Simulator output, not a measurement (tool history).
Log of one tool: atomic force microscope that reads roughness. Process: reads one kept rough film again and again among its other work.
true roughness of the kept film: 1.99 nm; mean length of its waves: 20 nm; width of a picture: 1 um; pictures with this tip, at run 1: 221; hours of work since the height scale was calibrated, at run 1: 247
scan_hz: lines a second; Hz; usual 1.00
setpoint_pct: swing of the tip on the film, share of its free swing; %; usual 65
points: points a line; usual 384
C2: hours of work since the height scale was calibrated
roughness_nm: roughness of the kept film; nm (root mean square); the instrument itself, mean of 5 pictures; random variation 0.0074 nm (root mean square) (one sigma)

{"run": 1, "day": 0.0, "scan_hz": 1.0, "setpoint_pct": 65, "points": 384, "pictures with this tip": 221, "C2": 247, "roughness_nm": 1.402}
{"run": 2, "day": 1.162, "scan_hz": 1.0, "setpoint_pct": 65, "points": 384, "pictures with this tip": 249, "C2": 258, "roughness_nm": 1.394}
{"run": 3, "day": 2.492, "scan_hz": 1.0, "setpoint_pct": 82, "points": 384, "pictures with this tip": 280, "C2": 271, "roughness_nm": 1.278}
{"run": 4, "day": 3.512, "scan_hz": 3.19, "setpoint_pct": 65, "points": 384, "pictures with this tip": 304, "C2": 281, "roughness_nm": 1.228}
{"run": 5, "day": 4.408, "scan_hz": 0.55, "setpoint_pct": 65, "points": 384, "pictures with this tip": 325, "C2": 290, "roughness_nm": 1.381}
{"day": 4.967, "done": "new tip fitted"}
{"run": 6, "day": 5.708, "scan_hz": 1.0, "setpoint_pct": 63, "points": 384, "pictures with this tip": 18, "C2": 302, "roughness_nm": 1.567}
{"run": 7, "day": 6.829, "scan_hz": 1.0, "setpoint_pct": 85, "points": 384, "pictures with this tip": 44, "C2": 313, "roughness_nm": 1.399}
{"run": 8, "day": 7.958, "scan_hz": 1.0, "setpoint_pct": 85, "points": 384, "pictures with this tip": 71, "C2": 324, "roughness_nm": 1.395}
{"run": 9, "day": 8.896, "scan_hz": 2.05, "setpoint_pct": 64, "points": 346, "pictures with this tip": 93, "C2": 334, "roughness_nm": 1.415}
{"run": 10, "day": 10.179, "scan_hz": 2.05, "setpoint_pct": 64, "points": 346, "pictures with this tip": 123, "C2": 346, "roughness_nm": 1.402}
{"run": 11, "day": 11.079, "scan_hz": 1.3, "setpoint_pct": 61, "points": 346, "pictures with this tip": 144, "C2": 355, "roughness_nm": 1.452}
{"run": 12, "day": 11.679, "scan_hz": 1.3, "setpoint_pct": 61, "points": 346, "pictures with this tip": 159, "C2": 361, "roughness_nm": 1.43}
{"run": 13, "day": 12.85, "scan_hz": 2.66, "setpoint_pct": 74, "points": 415, "pictures with this tip": 186, "C2": 372, "roughness_nm": 1.22}

The same runs without the tool's hidden state, with the same run-to-run variation:
The hidden state here: radius of the tip, nm; height scale over the true one, %; drift of the gauge itself on roughness_nm, %.
run=1 roughness_nm=1.557
run=2 roughness_nm=1.568
run=3 roughness_nm=1.458
run=4 roughness_nm=1.417
run=5 roughness_nm=1.607
run=6 roughness_nm=1.582
run=7 roughness_nm=1.434
run=8 roughness_nm=1.448
run=9 roughness_nm=1.484
run=10 roughness_nm=1.492
run=11 roughness_nm=1.561
run=12 roughness_nm=1.549
run=13 roughness_nm=1.339
